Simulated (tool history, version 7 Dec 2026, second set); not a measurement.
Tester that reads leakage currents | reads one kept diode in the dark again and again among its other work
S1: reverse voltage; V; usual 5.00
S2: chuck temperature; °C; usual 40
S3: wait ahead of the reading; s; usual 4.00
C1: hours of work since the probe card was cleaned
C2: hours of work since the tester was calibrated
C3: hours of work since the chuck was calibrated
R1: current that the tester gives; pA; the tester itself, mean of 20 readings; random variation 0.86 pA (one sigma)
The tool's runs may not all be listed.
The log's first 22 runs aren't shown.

| run | hour | S1 | S2 | S3 | C1 | C2 | C3 | R1 |
|---|---|---|---|---|---|---|---|---|
| 23 | 3008.6 | 1.80 | 22 | 7.05 | 548 | 1598 | 1598 | 57.60 |
| 24 | 3199.6 | 1.43 | 21 | 3.22 | 643 | 1693 | 1693 | 49.40 |
| 25 | 3386.5 | 5.00 | 30 | 0.90 | 737 | 1787 | 1787 | 158.44 |
| 26 | 3577.3 | 5.00 | 40 | 3.36 | 833 | 1883 | 1883 | 312.94 |
| 27 | 3765.8 | 4.80 | 40 | 4.00 | 927 | 1977 | 1977 | 308.47 |
| 28 | 3948.4 | 4.74 | 44 | 4.00 | 1019 | 2069 | 2069 | 399.74 |
| 29 | 4112.6 | 4.74 | 44 | 4.00 | 1101 | 2151 | 2151 | 404.63 |
| 30 | 4232.6 | 4.74 | 44 | 4.00 | 1161 | 2211 | 2211 | 403.89 |

Run 31 comes next. What will it give?
|  | 4345.5 | chuck's temperature calibrated |
|  | 4364.3 | tester calibrated |
| 31 | 4390.9 | 8.22 | 40 | 4.00 | 1238 | 13 | 22 | ? |

{"run 31": {"R1": 354.4}}
Without the tool's hidden state the same run would have given R1 346.12 pA.
